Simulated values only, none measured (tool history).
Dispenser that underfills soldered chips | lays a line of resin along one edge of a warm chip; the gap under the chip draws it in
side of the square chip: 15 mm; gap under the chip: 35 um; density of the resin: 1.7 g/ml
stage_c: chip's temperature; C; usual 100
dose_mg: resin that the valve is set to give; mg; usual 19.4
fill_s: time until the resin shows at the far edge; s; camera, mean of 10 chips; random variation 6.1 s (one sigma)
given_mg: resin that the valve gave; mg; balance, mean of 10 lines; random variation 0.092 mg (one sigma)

run,hour,stage_c,dose_mg,fill_s,given_mg
1,0.0,100,19.4,933.0,17.79
# hour 1.5: new syringe of resin
# hour 11.8: new syringe of resin
2,15.7,100,19.4,740.2,17.40
# hour 22.5: new syringe of resin
3,28.4,100,19.4,808.4,17.33
# hour 30.5: dispensing valve cleaned and set on the balance
# hour 34.9: new syringe of resin
4,37.2,100,19.4,688.1,19.47
# hour 45.9: new syringe of resin
5,52.9,100,19.4,848.9,19.22
# hour 55.9: new syringe of resin
6,64.8,100,19.4,937.2,19.13
# hour 66.2: new syringe of resin
7,75.1,100,19.4,909.9,19.11
# hour 76.8: new syringe of resin
8,84.1,100,19.4,865.2,18.76
# hour 87.4: new syringe of resin
9,92.0,100,19.6,766.5,19.10
# hour 98.4: new syringe of resin
10,107.0,100,19.6,908.8,18.82
# hour 108.5: new syringe of resin
11,114.8,111,19.4,628.2,18.60
# hour 119.1: new syringe of resin
12,128.0,100,19.4,888.0,18.42
# hour 129.7: new syringe of resin
# hour 139.8: new syringe of resin
13,140.5,100,19.4,624.8,18.26
14,149.0,100,19.4,930.7,18.23
# hour 150.2: new syringe of resin
15,157.7,106,19.4,714.3,18.13
# hour 160.6: new syringe of resin
16,165.1,100,21.3,710.4,19.99
# hour 171.2: new syringe of resin
17,180.8,100,20.3,942.5,18.84
# hour 181.9: new syringe of resin
# hour 193.0: new syringe of resin
18,193.8,98,19.8,664.4,18.07
19,202.2,105,19.4,831.8,17.59
# hour 203.7: new syringe of resin
20,213.3,105,19.4,835.6,17.43
# hour 214.4: new syringe of resin
# hour 215.4: dispensing valve cleaned and set on the balance
# hour 225.7: new syringe of resin
21,229.1,100,25.1,677.2,24.98
# hour 236.0: new syringe of resin
22,243.3,104,18.5,762.6,18.31
# hour 247.3: new syringe of resin
23,254.2,105,18.9,727.1,18.77
# hour 257.8: new syringe of resin
24,266.5,101,18.9,879.1,18.43
# hour 267.8: new syringe of resin
# hour 277.8: new syringe of resin
25,280.2,101,18.9,650.2,18.47
# hour 288.0: new syringe of resin
26,288.0,110,17.5,469.5,16.93
# hour 298.1: new syringe of resin
27,298.1,110,17.5,496.2,16.72
28,304.5,108,19.4,668.3,18.49
# hour 308.2: new syringe of resin
29,315.5,109,19.6,667.0,18.55

Forecast run 30:
# hour 318.3: new syringe of resin
30,323.9,100,18.2,?,?

{"run 30": {"fill_s": 804.5, "given_mg": 17.26}}
Without the tool's hidden state the same run would have given fill_s 631.6 s, given_mg 18.31 mg.

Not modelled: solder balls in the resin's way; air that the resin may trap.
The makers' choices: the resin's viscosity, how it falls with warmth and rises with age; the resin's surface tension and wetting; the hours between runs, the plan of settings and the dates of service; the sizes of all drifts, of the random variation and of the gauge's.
